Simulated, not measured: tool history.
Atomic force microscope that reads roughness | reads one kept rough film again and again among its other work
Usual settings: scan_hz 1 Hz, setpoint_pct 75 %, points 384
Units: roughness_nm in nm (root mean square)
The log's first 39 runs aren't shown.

run    hour  scan_hz  setpoint_pct  points  pictures with this tip  hours of work since the height scale was calibrated  roughness_nm
 40  1635.2     0.83            58     682                      72                                                 1139         2.517
 41  1692.6     0.83            58     682                     113                                                 1164         2.515
 42  1736.9     0.83            58     682                     145                                                 1182         2.491
 43  1789.5     3.95            58     327                     182                                                 1205         2.359
 44  1824.4     2.43            73    1022                     207                                                 1220         2.285
 45  1881.1     1.04            65     692                     248                                                 1244         2.421
 46    1921     1.04            65     692                     276                                                 1261         2.401
 47  1951.1     1.04            65     692                     298                                                 1274         2.402
 48  2008.4     0.51            60     384                     339                                                 1298         2.421
 49  2044.7        1            57     384                     365                                                 1314         2.384
     2081.8  -- new tip fitted
 50  2097.3        1            57     384                      11                                                 1336         2.557
 51  2124.5     1.77            81     539                      31                                                 1348         2.317
 52  2182.6     1.29            59     394                      72                                                 1372         2.508

5 ways to go on from here, each from the tool as it stands after run 52. What would each give?
  A  2239.9     1.97            75     384                     113                                                 1397             ?
  B  2239.9     2.89            59     391                     113                                                 1397             ?
  C  2239.9     1.29            59     387                     113                                                 1397             ?
  D  2239.9        1            61     909                     113                                                 1397             ?
  E  2239.9     1.29            59     895                     113                                                 1397             ?

run  roughness_nm
  A         2.317
  B         2.419
  C         2.476
  D         2.493
  E         2.487
Without the tool's hidden state the same runs would have given:
run  roughness_nm
  A          2.38
  B         2.485
  C         2.544
  D          2.56
  E         2.555

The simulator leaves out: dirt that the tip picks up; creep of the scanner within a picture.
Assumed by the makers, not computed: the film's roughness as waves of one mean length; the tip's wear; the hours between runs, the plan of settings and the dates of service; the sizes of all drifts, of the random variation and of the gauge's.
